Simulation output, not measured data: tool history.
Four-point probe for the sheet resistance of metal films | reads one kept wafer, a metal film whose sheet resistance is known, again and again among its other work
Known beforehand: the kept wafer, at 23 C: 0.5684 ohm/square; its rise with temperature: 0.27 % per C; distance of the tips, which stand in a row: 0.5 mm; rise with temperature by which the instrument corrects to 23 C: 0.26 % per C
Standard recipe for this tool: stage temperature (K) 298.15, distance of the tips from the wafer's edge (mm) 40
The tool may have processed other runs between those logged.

run    hour  stage temperature (K)  distance of the tips from the wafer's edge (mm)  sheet resistance as the instrument gives it (ohm/square)
  1     0.0                 298.15                                               40                                                  0.568685
  2    57.2                 292.15                                               40                                                  0.568186
  3    94.9                 292.15                                               40                                                  0.568327
  4   131.5                 292.15                                               40                                                  0.568143
  5   196.2                 292.15                                               40                                                  0.568319
  6   277.5                 298.15                                               47                                                  0.568436
  7   340.7                 305.15                                               40                                                  0.568910
  8   422.8                 305.15                                               40                                                  0.568904
  9   498.9                 293.15                                               40                                                  0.568281
 10   548.1                 293.15                                               40                                                  0.568277
 11   599.3                 293.15                                               40                                                  0.568452
 12   679.8                 293.15                                               40                                                  0.568361
 13   742.2                 293.15                                               40                                                  0.568234
 14   818.7                 293.15                                               40                                                  0.568180
 15   863.1                 298.15                                               40                                                  0.568508
 16   944.9                 298.15                                                3                                                  0.576675
 17  1033.3                 298.15                                                3                                                  0.576708
 18  1121.9                 298.15                                               40                                                  0.568701
 19  1162.2                 298.15                                               40                                                  0.568323
 20  1241.9                 298.15                                               40                                                  0.568501
 21  1312.2                 298.15                                               40                                                  0.568517
 22  1351.5                 298.15                                               32                                                  0.568821
 23  1404.9                 299.15                                               12                                                  0.568959
 24  1467.0                 298.15                                               12                                                  0.569204
 25  1516.9                 305.15                                                8                                                  0.570091
 26  1594.5                 300.15                                                8                                                  0.569650
 27  1646.5                 302.15                                               10                                                  0.569398
 28  1692.4                 291.15                                                3                                                  0.576586
 29  1730.9                 291.15                                                3                                                  0.576502
 30  1786.4                 305.15                                               24                                                  0.568860
 31  1848.8                 305.15                                               24                                                  0.568983
 32  1934.1                 306.15                                               40                                                  0.568945
 33  2005.5                 293.15                                               67                                                  0.568123
 34  2076.3                 303.15                                               40                                                  0.568877
 35  2121.3                 303.15                                                4                                                  0.573717
 36  2209.6                 295.15                                               18                                                  0.568712
 37  2265.0                 305.15                                               40                                                  0.569043
 38  2327.7                 297.15                                               14                                                  0.568914
 39  2372.2                 297.15                                               14                                                  0.568764

Between the runs listed above, the log contained 1 entry, not reproduced here. Where in the sequence does each belong, and how does what the log doesn't record of the tool's condition differ from the listed run before to the listed run after?
After run 9, before run 10: new probe head fitted (hour 504.0)
  inner tips' distance over the nominal, %: 0.008 -> -0.002; tips' flats over new ones', %: 1 -> 0

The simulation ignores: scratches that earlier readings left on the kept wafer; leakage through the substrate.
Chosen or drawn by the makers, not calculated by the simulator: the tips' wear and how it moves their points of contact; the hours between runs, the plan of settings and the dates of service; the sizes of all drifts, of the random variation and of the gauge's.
